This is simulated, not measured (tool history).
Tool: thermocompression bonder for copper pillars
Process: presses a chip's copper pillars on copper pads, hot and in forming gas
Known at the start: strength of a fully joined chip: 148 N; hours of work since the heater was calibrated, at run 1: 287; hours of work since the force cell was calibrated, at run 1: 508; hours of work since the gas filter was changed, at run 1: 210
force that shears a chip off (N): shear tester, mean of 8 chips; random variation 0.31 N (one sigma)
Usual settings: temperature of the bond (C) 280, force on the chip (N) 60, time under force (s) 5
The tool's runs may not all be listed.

run,hour,temperature of the bond (C),force on the chip (N),time under force (s),hours of work since the heater was calibrated,hours of work since the force cell was calibrated,hours of work since the gas filter was changed,force that shears a chip off (N)
1,0.0,280,60,5,287,508,210,94.9
2,15.7,280,60,7,295,516,218,103.9
3,25.2,280,60,7,300,521,223,104.3
4,33.4,280,38,5,304,525,227,65.2
5,45.5,280,60,5,310,531,233,95.4
6,53.6,280,60,5,315,535,238,95.9
7,61.1,280,60,5,318,539,241,95.7
8,69.2,252,60,5,323,543,245,64.6
9,81.0,252,60,5,329,549,252,64.2
10,92.3,252,60,5,334,555,257,64.6
11,109.0,252,60,4,343,563,266,59.2
12,121.7,280,60,13,349,570,272,120.3
13,138.7,280,60,13,358,578,281,120.4
14,148.1,280,60,13,363,583,286,120.5
15,166.0,303,60,5,372,592,295,119.0
16,177.0,303,60,5,377,598,300,120.0
17,193.5,253,60,5,386,606,309,65.5
18,203.1,253,60,5,391,611,314,65.7
19,217.7,280,60,5,398,618,321,96.3
20,235.4,306,60,5,407,627,330,122.6
21,252.7,280,82,3,416,636,339,104.3
22,260.4,309,43,5,420,640,343,104.0
23,270.3,290,43,12,425,645,348,108.2
24,288.1,290,43,12,434,654,357,108.6
25,296.3,272,36,3,438,658,361,45.1
26,310.8,289,82,3,445,666,368,114.8
27,322.6,251,60,4,451,672,374,58.8
28,335.0,251,60,4,458,678,381,59.1
29,346.4,288,60,4,463,684,386,99.9
30,353.7,293,64,4,467,688,390,109.8
31,364.2,293,43,7,472,693,395,97.6
32,375.9,276,49,5,478,699,401,78.9
33,389.9,255,45,9,486,706,409,65.2
34,407.8,255,45,9,495,715,418,65.6
35,421.6,255,45,9,502,722,425,65.7
36,432.9,272,59,5,507,728,430,87.5
# hour 437.5: forming gas filter changed
37,450.3,297,59,5,516,736,7,115.2
38,460.9,273,68,3,521,742,12,84.3
39,473.2,276,49,3,528,748,18,65.9
40,482.2,258,49,4,532,753,23,54.9

Forecast each of these 4 alternatives for the next run:
A,497.9,258,68,10,540,761,31,?
B,497.9,258,81,6,540,761,31,?
C,497.9,280,60,5,540,761,31,?
D,497.9,263,44,4,540,761,31,?

run,force that shears a chip off (N)
A,100.5
B,98.4
C,97.8
D,54.4
Without the tool's hidden state the same runs would have given:
run,force that shears a chip off (N)
A,97.8
B,95.7
C,95.2
D,53.0

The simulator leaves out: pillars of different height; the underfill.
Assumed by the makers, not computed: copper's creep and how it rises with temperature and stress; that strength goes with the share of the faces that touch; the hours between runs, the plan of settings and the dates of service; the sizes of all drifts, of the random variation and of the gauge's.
